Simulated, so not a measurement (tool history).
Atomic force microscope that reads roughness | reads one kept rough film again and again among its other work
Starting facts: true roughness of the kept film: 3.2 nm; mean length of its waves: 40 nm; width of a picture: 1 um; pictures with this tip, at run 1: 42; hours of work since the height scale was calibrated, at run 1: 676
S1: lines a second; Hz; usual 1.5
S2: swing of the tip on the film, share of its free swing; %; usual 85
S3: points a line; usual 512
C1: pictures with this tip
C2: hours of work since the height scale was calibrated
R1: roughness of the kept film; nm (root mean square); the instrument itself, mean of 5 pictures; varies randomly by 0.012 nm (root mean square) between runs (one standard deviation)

run,hour,S1,S2,S3,C1,C2,R1
1,0,1.5,85,512,42,676,2.714
2,31.6,1.5,85,512,85,694,2.639
3,49.5,1.5,85,512,109,704,2.583
4,71.9,1.5,85,512,139,716,2.542
5,106.3,1.5,84,512,186,735,2.474
6,132.8,1.5,84,512,221,750,2.431
7,168.4,3.32,85,512,269,770,2.186
8,200.8,3.32,85,323,313,788,2.144
9,227.8,3.32,85,323,350,803,2.081
# hour 242.5: new tip fitted
10,260.6,1.5,85,299,24,821,2.713
11,297.4,1.5,85,492,74,841,2.653
12,328.9,1.5,85,492,116,859,2.538
13,350.2,1.5,85,492,145,870,2.535
14,370.4,1.5,85,512,172,882,2.506
15,405.1,1.5,85,512,219,901,2.427
16,434.2,1.5,85,512,258,917,2.372
17,462.8,1.5,85,512,297,933,2.309
18,491.2,2.63,85,512,335,949,2.148
19,507.8,2.63,81,512,358,958,2.188
# hour 514: new tip fitted
20,527.8,0.79,85,512,19,969,2.856
21,553.8,1.5,85,512,54,983,2.693
22,573.7,1.5,56,512,81,994,2.781
23,602.6,1.85,63,512,120,1010,2.684
24,621.6,0.51,74,905,145,1021,2.688
25,657.3,0.51,74,905,194,1041,2.584
26,679.9,2.59,85,885,224,1053,2.297
27,716.2,3.65,85,512,273,1073,2.142
28,747.8,2.91,60,512,316,1091,2.386
29,782.2,1.65,58,512,362,1110,2.351
# hour 786.1: new tip fitted
30,813.8,2.77,63,633,37,1127,2.805
31,837.9,1.58,71,801,70,1141,2.771
32,865.2,1.58,71,801,106,1156,2.691
33,892.6,1.5,82,648,143,1171,2.552
34,928.1,1.5,82,648,191,1191,2.516
35,962.2,0.92,73,900,237,1210,2.519
36,997.1,0.92,73,900,284,1229,2.45
37,1022.3,0.92,73,900,318,1243,2.414
38,1052.5,1.7,85,335,359,1260,2.208
# hour 1059.2: new tip fitted
39,1078.3,1.5,81,512,26,1274,2.775
40,1114.8,0.51,85,512,75,1294,2.755
41,1151.3,0.51,85,512,125,1315,2.686

4 options for the next run, each taken on its own from the tool as it stands now. Forecast them:
A,1181.2,0.51,66,415,165,1331,?
B,1181.2,1.09,67,512,165,1331,?
C,1181.2,1.19,67,373,165,1331,?
D,1181.2,2.87,62,512,165,1331,?

run,R1
A,2.644
B,2.622
C,2.613
D,2.614
Had the tool no hidden state, the same runs would have come out as:
run,R1
A,2.916
B,2.892
C,2.881
D,2.882

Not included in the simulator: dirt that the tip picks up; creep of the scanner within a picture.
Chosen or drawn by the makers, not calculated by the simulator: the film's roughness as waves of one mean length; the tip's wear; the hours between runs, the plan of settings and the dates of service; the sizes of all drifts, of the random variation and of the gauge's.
